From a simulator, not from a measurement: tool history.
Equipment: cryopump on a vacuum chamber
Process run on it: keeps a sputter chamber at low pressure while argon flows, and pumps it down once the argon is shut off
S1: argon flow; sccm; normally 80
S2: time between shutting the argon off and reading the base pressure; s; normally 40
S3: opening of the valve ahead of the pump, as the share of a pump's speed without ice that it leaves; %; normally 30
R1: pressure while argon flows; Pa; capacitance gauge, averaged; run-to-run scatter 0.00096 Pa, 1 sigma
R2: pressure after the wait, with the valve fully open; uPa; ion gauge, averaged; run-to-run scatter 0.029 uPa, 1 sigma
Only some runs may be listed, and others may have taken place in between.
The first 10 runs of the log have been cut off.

run 11 hour=114 | S1=80 S2=40 S3=30 | R1=0.2198 R2=1.94
run 12 hour=129.2 | S1=80 S2=40 S3=30 | R1=0.2199 R2=1.96
run 13 hour=141.4 | S1=80 S2=40 S3=30 | R1=0.2202 R2=1.96
run 14 hour=154 | S1=80 S2=40 S3=27 | R1=0.2436 R2=2.01
run 15 hour=164.3 | S1=80 S2=40 S3=27 | R1=0.2438 R2=2.04
run 16 hour=179.2 | S1=80 S2=40 S3=30 | R1=0.223 R2=2.09
run 17 hour=196.4 | S1=80 S2=40 S3=30 | R1=0.2248 R2=2
run 18 hour=208.5 | S1=41 S2=215 S3=47 | R1=0.077 R2=1
run 19 hour=218.9 | S1=41 S2=215 S3=47 | R1=0.078 R2=1.02
run 20 hour=232.3 | S1=41 S2=215 S3=47 | R1=0.0785 R2=1.02
run 21 hour=246.3 | S1=41 S2=215 S3=47 | R1=0.078 R2=1.02
run 22 hour=264.5 | S1=46 S2=40 S3=23 | R1=0.1657 R2=2.08
run 23 hour=276.1 | S1=46 S2=98 S3=23 | R1=0.1658 R2=1.38
-- hour=282.3 pump warmed up, emptied and cooled again
run 24 hour=292.2 | S1=80 S2=86 S3=21 | R1=0.2946 R2=1.2
run 25 hour=308.9 | S1=80 S2=40 S3=41 | R1=0.151 R2=1.91
run 26 hour=322.8 | S1=95 S2=29 S3=41 | R1=0.1805 R2=2.36
run 27 hour=339.7 | S1=118 S2=29 S3=40 | R1=0.2283 R2=2.34
run 28 hour=354.5 | S1=80 S2=61 S3=19 | R1=0.3262 R2=1.52
run 29 hour=362.9 | S1=80 S2=61 S3=19 | R1=0.3272 R2=1.46
run 30 hour=378.3 | S1=147 S2=112 S3=30 | R1=0.3865 R2=1.11
run 31 hour=394.1 | S1=147 S2=112 S3=30 | R1=0.3847 R2=1.12
run 32 hour=404.7 | S1=70 S2=29 S3=57 | R1=0.0987 R2=2.41
run 33 hour=419.6 | S1=37 S2=187 S3=31 | R1=0.0955 R2=0.96

Each row is a separate what-if for the run after 33, all from the same tool condition, not one after another. Results?
run A hour=428.6 | S1=96 S2=92 S3=30 | R1=? R2=?
run B hour=428.6 | S1=37 S2=187 S3=22 | R1=? R2=?
run C hour=428.6 | S1=80 S2=90 S3=28 | R1=? R2=?
run D hour=428.6 | S1=148 S2=33 S3=17 | R1=? R2=?

run=A R1=0.2534 R2=1.27
run=B R1=0.1319 R2=0.98
run=C R1=0.2251 R2=1.24
run=D R1=0.6838 R2=2.31
What these runs would have given with no unlogged condition in the tool:
run=A R1=0.2463 R2=0.72
run=B R1=0.1291 R2=0.42
run=C R1=0.2192 R2=0.69
run=D R1=0.6728 R2=1.75
